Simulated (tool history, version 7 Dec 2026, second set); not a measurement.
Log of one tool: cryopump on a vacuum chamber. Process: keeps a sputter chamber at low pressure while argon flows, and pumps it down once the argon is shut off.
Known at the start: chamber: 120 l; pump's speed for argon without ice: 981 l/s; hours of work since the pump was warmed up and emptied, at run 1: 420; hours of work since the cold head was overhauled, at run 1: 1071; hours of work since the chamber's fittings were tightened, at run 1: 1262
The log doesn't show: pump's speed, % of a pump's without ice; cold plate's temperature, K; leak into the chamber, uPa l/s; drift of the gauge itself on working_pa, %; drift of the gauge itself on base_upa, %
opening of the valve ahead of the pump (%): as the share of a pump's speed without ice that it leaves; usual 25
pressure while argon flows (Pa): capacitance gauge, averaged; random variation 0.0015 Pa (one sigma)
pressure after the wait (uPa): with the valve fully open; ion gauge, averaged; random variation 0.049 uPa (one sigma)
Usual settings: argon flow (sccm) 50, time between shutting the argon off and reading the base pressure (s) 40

run	hour	argon flow (sccm)	time between shutting the argon off and reading the base pressure (s)	opening of the valve ahead of the pump (%)	hours of work since the pump was warmed up and emptied	hours of work since the cold head was overhauled	hours of work since the chamber's fittings were tightened	pressure while argon flows (Pa)	pressure after the wait (uPa)
1	0	50	40	25	420	1071	1262	0.3597	5.49
2	38.3	50	40	25	445	1096	1287	0.3612	5.63
3	57.1	50	40	25	457	1108	1299	0.3609	5.71
4	92.7	50	40	25	480	1131	1322	0.3625	5.77
5	135.5	50	40	25	508	1159	1350	0.3589	5.73
6	158	50	40	25	522	1174	1365	0.3633	5.84
7	185	30	40	25	540	1191	1382	0.2184	5.78
8	217.3	30	40	25	561	1212	1403	0.2171	6.21
9	261.9	87	40	20	590	1241	1432	0.7888	5.99
10	296.9	87	40	20	613	1264	1455	0.7909	6.16
11	333.5	50	61	25	637	1288	1479	0.365	5.28

Forecast each of these 5 alternatives for the next run:
# hour 342.2: pump warmed up, emptied and cooled again
A	359.6	45	38	25	11	1302	1493	?	?
# hour 342.2: pump warmed up, emptied and cooled again
B	359.6	22	79	48	11	1302	1493	?	?
# hour 342.2: pump warmed up, emptied and cooled again
C	359.6	53	267	25	11	1302	1493	?	?
# hour 342.2: pump warmed up, emptied and cooled again
D	359.6	50	61	46	11	1302	1493	?	?
# hour 342.2: pump warmed up, emptied and cooled again
E	359.6	91	61	25	11	1302	1493	?	?

run	pressure while argon flows (Pa)	pressure after the wait (uPa)
A	0.3121	5.68
B	0.0791	4.35
C	0.3661	3.32
D	0.1886	4.7
E	0.6311	4.57
Without the tool's hidden state the same runs would have given:
run	pressure while argon flows (Pa)	pressure after the wait (uPa)
A	0.3107	3.07
B	0.0784	1.67
C	0.3644	0.69
D	0.187	2.05
E	0.6282	1.98

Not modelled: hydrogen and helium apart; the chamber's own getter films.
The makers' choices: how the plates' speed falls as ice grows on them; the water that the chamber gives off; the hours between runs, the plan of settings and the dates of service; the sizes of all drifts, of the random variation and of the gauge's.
